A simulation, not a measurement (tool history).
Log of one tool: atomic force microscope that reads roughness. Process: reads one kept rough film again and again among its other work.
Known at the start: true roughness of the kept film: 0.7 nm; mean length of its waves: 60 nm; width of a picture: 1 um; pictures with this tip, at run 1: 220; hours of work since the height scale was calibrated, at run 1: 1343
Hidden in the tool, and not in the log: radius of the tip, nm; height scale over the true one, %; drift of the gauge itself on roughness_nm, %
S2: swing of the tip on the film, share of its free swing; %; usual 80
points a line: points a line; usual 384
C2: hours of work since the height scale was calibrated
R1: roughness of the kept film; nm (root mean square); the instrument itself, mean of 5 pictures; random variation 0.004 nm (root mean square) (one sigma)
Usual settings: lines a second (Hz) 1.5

{"run": 1, "day": 0.0, "lines a second (Hz)": 1.5, "S2": 80, "points a line": 384, "pictures with this tip": 220, "C2": 1343, "R1": 0.577}
{"run": 2, "day": 1.221, "lines a second (Hz)": 1.5, "S2": 80, "points a line": 384, "pictures with this tip": 251, "C2": 1361, "R1": 0.576}
{"day": 3.425, "done": "new tip fitted"}
{"run": 3, "day": 3.896, "lines a second (Hz)": 1.5, "S2": 80, "points a line": 384, "pictures with this tip": 12, "C2": 1401, "R1": 0.582}
{"run": 4, "day": 5.525, "lines a second (Hz)": 1.5, "S2": 80, "points a line": 384, "pictures with this tip": 53, "C2": 1425, "R1": 0.574}
{"run": 5, "day": 7.117, "lines a second (Hz)": 1.5, "S2": 80, "points a line": 384, "pictures with this tip": 93, "C2": 1448, "R1": 0.578}
{"run": 6, "day": 10.025, "lines a second (Hz)": 1.5, "S2": 86, "points a line": 384, "pictures with this tip": 166, "C2": 1492, "R1": 0.561}
{"run": 7, "day": 12.758, "lines a second (Hz)": 1.5, "S2": 80, "points a line": 384, "pictures with this tip": 235, "C2": 1532, "R1": 0.574}
{"run": 8, "day": 14.538, "lines a second (Hz)": 1.5, "S2": 80, "points a line": 384, "pictures with this tip": 279, "C2": 1558, "R1": 0.573}
{"day": 15.7, "done": "new tip fitted"}
{"run": 9, "day": 16.671, "lines a second (Hz)": 1.5, "S2": 80, "points a line": 384, "pictures with this tip": 24, "C2": 1590, "R1": 0.587}
{"run": 10, "day": 18.975, "lines a second (Hz)": 1.5, "S2": 80, "points a line": 384, "pictures with this tip": 82, "C2": 1624, "R1": 0.583}
{"run": 11, "day": 21.233, "lines a second (Hz)": 3.92, "S2": 64, "points a line": 384, "pictures with this tip": 139, "C2": 1657, "R1": 0.582}
{"run": 12, "day": 22.571, "lines a second (Hz)": 0.86, "S2": 57, "points a line": 288, "pictures with this tip": 172, "C2": 1677, "R1": 0.661}
{"run": 13, "day": 24.525, "lines a second (Hz)": 0.53, "S2": 58, "points a line": 683, "pictures with this tip": 221, "C2": 1706, "R1": 0.664}
{"run": 14, "day": 25.892, "lines a second (Hz)": 0.53, "S2": 58, "points a line": 465, "pictures with this tip": 256, "C2": 1726, "R1": 0.668}
{"run": 15, "day": 27.692, "lines a second (Hz)": 0.53, "S2": 58, "points a line": 465, "pictures with this tip": 301, "C2": 1753, "R1": 0.664}
{"day": 27.9, "done": "new tip fitted"}
{"run": 16, "day": 29.496, "lines a second (Hz)": 0.53, "S2": 69, "points a line": 465, "pictures with this tip": 40, "C2": 1779, "R1": 0.661}

5 ways to go on from here, each from the tool as it stands after run 16. What would each give?
{"run": "A", "day": 32.1, "lines a second (Hz)": 1.16, "S2": 69, "points a line": 384, "pictures with this tip": 106, "C2": 1818, "R1": "?"}
{"run": "B", "day": 32.1, "lines a second (Hz)": 0.84, "S2": 90, "points a line": 310, "pictures with this tip": 106, "C2": 1818, "R1": "?"}
{"run": "C", "day": 32.1, "lines a second (Hz)": 0.75, "S2": 69, "points a line": 524, "pictures with this tip": 106, "C2": 1818, "R1": "?"}
{"run": "D", "day": 32.1, "lines a second (Hz)": 1.06, "S2": 80, "points a line": 384, "pictures with this tip": 106, "C2": 1818, "R1": "?"}
{"run": "E", "day": 32.1, "lines a second (Hz)": 0.8, "S2": 69, "points a line": 351, "pictures with this tip": 106, "C2": 1818, "R1": "?"}

run=A R1=0.631
run=B R1=0.587
run=C R1=0.658
run=D R1=0.604
run=E R1=0.644
Without the tool's hidden state the same runs would have given:
run=A R1=0.647
run=B R1=0.601
run=C R1=0.674
run=D R1=0.618
run=E R1=0.66
